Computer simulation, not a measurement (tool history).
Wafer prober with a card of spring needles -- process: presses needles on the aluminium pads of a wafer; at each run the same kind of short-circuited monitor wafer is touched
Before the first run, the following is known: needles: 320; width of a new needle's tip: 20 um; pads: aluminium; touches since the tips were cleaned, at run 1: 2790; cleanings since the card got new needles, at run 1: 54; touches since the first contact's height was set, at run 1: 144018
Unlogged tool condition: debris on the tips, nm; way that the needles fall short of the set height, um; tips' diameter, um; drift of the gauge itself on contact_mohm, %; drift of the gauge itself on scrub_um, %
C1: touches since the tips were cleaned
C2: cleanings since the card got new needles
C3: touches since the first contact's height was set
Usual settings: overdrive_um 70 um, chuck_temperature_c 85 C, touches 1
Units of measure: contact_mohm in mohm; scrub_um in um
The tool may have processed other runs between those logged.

run 1 hour=0.0 | overdrive_um=70 chuck_temperature_c=85 touches=1 | C1=2790 C2=54 C3=144018 | contact_mohm=228 scrub_um=11.52
-- hour=13.8 tips cleaned on abrasive film
run 2 hour=35.0 | overdrive_um=70 chuck_temperature_c=52 touches=1 | C1=3888 C2=55 C3=150431 | contact_mohm=219 scrub_um=11.57
-- hour=44.1 tips cleaned on abrasive film
run 3 hour=68.0 | overdrive_um=70 chuck_temperature_c=52 touches=1 | C1=4396 C2=56 C3=156498 | contact_mohm=223 scrub_um=11.47
-- hour=73.2 tips cleaned on abrasive film
run 4 hour=99.3 | overdrive_um=70 chuck_temperature_c=85 touches=1 | C1=4789 C2=57 C3=162227 | contact_mohm=228 scrub_um=11.46
-- hour=104.5 tips cleaned on abrasive film
-- hour=132.6 tips cleaned on abrasive film
run 5 hour=158.5 | overdrive_um=53 chuck_temperature_c=85 touches=1 | C1=4780 C2=59 C3=173097 | contact_mohm=232 scrub_um=8.72
-- hour=161.5 tips cleaned on abrasive film
-- hour=183.7 height of the first contact set anew
-- hour=190.9 tips cleaned on abrasive film
run 6 hour=213.2 | overdrive_um=53 chuck_temperature_c=85 touches=1 | C1=4111 C2=61 C3=5408 | contact_mohm=232 scrub_um=8.71
-- hour=219.2 tips cleaned on abrasive film
-- hour=249.4 tips cleaned on abrasive film
run 7 hour=251.3 | overdrive_um=53 chuck_temperature_c=85 touches=1 | C1=351 C2=63 C3=12376 | contact_mohm=234 scrub_um=8.66
-- hour=280.6 tips cleaned on abrasive film
-- hour=309.3 tips cleaned on abrasive film
run 8 hour=309.3 | overdrive_um=68 chuck_temperature_c=85 touches=1 | C1=0 C2=65 C3=23018 | contact_mohm=229 scrub_um=11.29
-- hour=339.8 tips cleaned on abrasive film
run 9 hour=361.0 | overdrive_um=68 chuck_temperature_c=85 touches=1 | C1=3905 C2=66 C3=32507 | contact_mohm=228 scrub_um=11.24
-- hour=369.7 tips cleaned on abrasive film
-- hour=401.6 tips cleaned on abrasive film
run 10 hour=421.6 | overdrive_um=68 chuck_temperature_c=85 touches=1 | C1=3686 C2=68 C3=43616 | contact_mohm=229 scrub_um=11.10
-- hour=431.0 tips cleaned on abrasive film
-- hour=463.1 tips cleaned on abrasive film
run 11 hour=466.0 | overdrive_um=70 chuck_temperature_c=85 touches=1 | C1=533 C2=70 C3=51744 | contact_mohm=229 scrub_um=11.50
-- hour=492.0 tips cleaned on abrasive film
-- hour=520.4 tips cleaned on abrasive film
run 12 hour=524.6 | overdrive_um=70 chuck_temperature_c=85 touches=1 | C1=777 C2=72 C3=62499 | contact_mohm=233 scrub_um=11.47
-- hour=553.5 tips cleaned on abrasive film
run 13 hour=564.6 | overdrive_um=70 chuck_temperature_c=85 touches=1 | C1=2057 C2=73 C3=69846 | contact_mohm=231 scrub_um=11.66
-- hour=584.6 tips cleaned on abrasive film
-- hour=614.3 tips cleaned on abrasive film
run 14 hour=622.3 | overdrive_um=70 chuck_temperature_c=85 touches=1 | C1=1480 C2=75 C3=80421 | contact_mohm=231 scrub_um=11.61
-- hour=643.7 tips cleaned on abrasive film
-- hour=672.4 tips cleaned on abrasive film
run 15 hour=675.8 | overdrive_um=70 chuck_temperature_c=70 touches=1 | C1=637 C2=77 C3=90229 | contact_mohm=227 scrub_um=11.54
-- hour=703.9 tips cleaned on abrasive film
run 16 hour=721.8 | overdrive_um=70 chuck_temperature_c=70 touches=1 | C1=3284 C2=78 C3=98668 | contact_mohm=224 scrub_um=11.58
-- hour=734.9 tips cleaned on abrasive film
-- hour=765.9 tips cleaned on abrasive film
run 17 hour=772.2 | overdrive_um=73 chuck_temperature_c=58 touches=1 | C1=1165 C2=80 C3=107912 | contact_mohm=223 scrub_um=12.09
-- hour=796.4 tips cleaned on abrasive film
run 18 hour=804.2 | overdrive_um=73 chuck_temperature_c=86 touches=1 | C1=1442 C2=81 C3=113785 | contact_mohm=232 scrub_um=12.05
-- hour=827.1 tips cleaned on abrasive film
run 19 hour=845.9 | overdrive_um=73 chuck_temperature_c=86 touches=1 | C1=3465 C2=82 C3=121434 | contact_mohm=228 scrub_um=12.00
-- hour=856.6 tips cleaned on abrasive film
run 20 hour=873.2 | overdrive_um=70 chuck_temperature_c=85 touches=3 | C1=3049 C2=83 C3=126430 | contact_mohm=229 scrub_um=11.51
-- hour=888.3 tips cleaned on abrasive film
run 21 hour=907.3 | overdrive_um=85 chuck_temperature_c=25 touches=1 | C1=3500 C2=84 C3=132692 | contact_mohm=215 scrub_um=13.93
-- hour=916.6 tips cleaned on abrasive film
-- hour=945.6 tips cleaned on abrasive film
run 22 hour=959.2 | overdrive_um=65 chuck_temperature_c=91 touches=1 | C1=2511 C2=86 C3=142212 | contact_mohm=233 scrub_um=10.74
-- hour=974.6 tips cleaned on abrasive film
run 23 hour=996.7 | overdrive_um=70 chuck_temperature_c=114 touches=2 | C1=4061 C2=87 C3=149079 | contact_mohm=233 scrub_um=11.55
-- hour=1003.5 tips cleaned on abrasive film
-- hour=1032.5 tips cleaned on abrasive film
run 24 hour=1042.1 | overdrive_um=86 chuck_temperature_c=72 touches=3 | C1=1762 C2=89 C3=157408 | contact_mohm=219 scrub_um=14.17
-- hour=1063.7 tips cleaned on abrasive film
-- hour=1093.7 tips cleaned on abrasive film
run 25 hour=1097.9 | overdrive_um=71 chuck_temperature_c=31 touches=1 | C1=770 C2=91 C3=167638 | contact_mohm=220 scrub_um=11.72
-- hour=1124.1 tips cleaned on abrasive film
-- hour=1154.9 tips cleaned on abrasive film
-- hour=1155.2 height of the first contact set anew
run 26 hour=1161.6 | overdrive_um=71 chuck_temperature_c=31 touches=1 | C1=1178 C2=93 C3=1178 | contact_mohm=215 scrub_um=11.65
-- hour=1184.2 tips cleaned on abrasive film
run 27 hour=1188.9 | overdrive_um=70 chuck_temperature_c=85 touches=1 | C1=870 C2=94 C3=6196 | contact_mohm=227 scrub_um=11.57
-- hour=1213.1 tips cleaned on abrasive film
run 28 hour=1235.0 | overdrive_um=70 chuck_temperature_c=85 touches=1 | C1=4034 C2=95 C3=14657 | contact_mohm=230 scrub_um=11.56
-- hour=1243.0 tips cleaned on abrasive film
-- hour=1276.1 tips cleaned on abrasive film
run 29 hour=1278.6 | overdrive_um=70 chuck_temperature_c=56 touches=2 | C1=461 C2=97 C3=22639 | contact_mohm=223 scrub_um=11.50
-- hour=1304.6 tips cleaned on abrasive film
-- hour=1332.7 tips cleaned on abrasive film
run 30 hour=1335.0 | overdrive_um=51 chuck_temperature_c=36 touches=1 | C1=429 C2=99 C3=32990 | contact_mohm=221 scrub_um=8.48
-- hour=1361.8 tips cleaned on abrasive film
run 31 hour=1366.0 | overdrive_um=52 chuck_temperature_c=34 touches=1 | C1=769 C2=100 C3=38670 | contact_mohm=225 scrub_um=8.65

Forecast each of these 3 alternatives for the next run:
-- hour=1391.5 tips cleaned on abrasive film
run A hour=1398.8 | overdrive_um=62 chuck_temperature_c=85 touches=1 | C1=1335 C2=101 C3=44684 | contact_mohm=? scrub_um=?
-- hour=1391.5 tips cleaned on abrasive film
run B hour=1398.8 | overdrive_um=86 chuck_temperature_c=37 touches=1 | C1=1335 C2=101 C3=44684 | contact_mohm=? scrub_um=?
-- hour=1391.5 tips cleaned on abrasive film
run C hour=1398.8 | overdrive_um=89 chuck_temperature_c=85 touches=2 | C1=1335 C2=101 C3=44684 | contact_mohm=? scrub_um=?

run=A contact_mohm=233 scrub_um=10.14
run=B contact_mohm=216 scrub_um=14.07
run=C contact_mohm=224 scrub_um=14.66
What these runs would have given with no unlogged condition in the tool:
run=A contact_mohm=233 scrub_um=10.14
run=B contact_mohm=216 scrub_um=14.07
run=C contact_mohm=224 scrub_um=14.66
